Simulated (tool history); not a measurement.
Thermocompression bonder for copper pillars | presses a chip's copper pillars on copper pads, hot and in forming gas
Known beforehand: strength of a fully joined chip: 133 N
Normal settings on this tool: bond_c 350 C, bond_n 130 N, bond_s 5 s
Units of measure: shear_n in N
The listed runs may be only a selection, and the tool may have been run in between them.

Run 1, hour 0: usual settings. Result: shear_n 70.3 N.
Run 2, hour 25.8: usual settings but bond_n 185 N. Result: shear_n 83.4 N.
Run 3, hour 44.5: usual settings but bond_c 367 C, bond_n 185 N. Result: shear_n 93 N.
Run 4, hour 57.5: usual settings but bond_c 367 C, bond_n 84 N. Result: shear_n 60.6 N.
At hour 61.4: heater calibrated with a thermocouple chip.
Run 5, hour 79.4: usual settings but bond_c 367 C, bond_n 84 N. Result: shear_n 61.5 N.
At hour 101.9: forming gas filter changed.
Run 6, hour 103.4: usual settings but bond_s 11 s. Result: shear_n 95.5 N.
Run 7, hour 115.3: usual settings but bond_n 90 N, bond_s 9 s. Result: shear_n 72.1 N.
Run 8, hour 136: usual settings but bond_n 90 N, bond_s 9 s. Result: shear_n 71.1 N.
Run 9, hour 163.4: usual settings but bond_n 90 N, bond_s 9 s. Result: shear_n 70.1 N.
Run 10, hour 178.7: usual settings but bond_c 366 C, bond_n 183 N. Result: shear_n 97 N.
Run 11, hour 197.2: usual settings but bond_c 366 C, bond_n 183 N. Result: shear_n 95.7 N.

Branching from run 11: 5 alternative next runs. What would each branch give?
Run A, hour 211.9: usual settings but bond_n 141 N, bond_s 8 s. Result: shear_n ?.
Run B, hour 211.9: usual settings but bond_n 156 N. Result: shear_n ?.
Run C, hour 211.9: usual settings but bond_c 347 C, bond_n 97 N, bond_s 11 s. Result: shear_n ?.
Run D, hour 211.9: usual settings but bond_c 366 C, bond_n 183 N. Result: shear_n ?.
Run E, hour 211.9: usual settings but bond_c 376 C, bond_n 126 N. Result: shear_n ?.

run  shear_n
  A     85.9
  B     78.2
  C     73.6
  D     95.8
  E     86.1
Take away the tool's hidden state, keep each run's random variation, and the runs would have read:
run  shear_n
  A     93.6
  B     85.4
  C     80.5
  D    103.9
  E     93.6
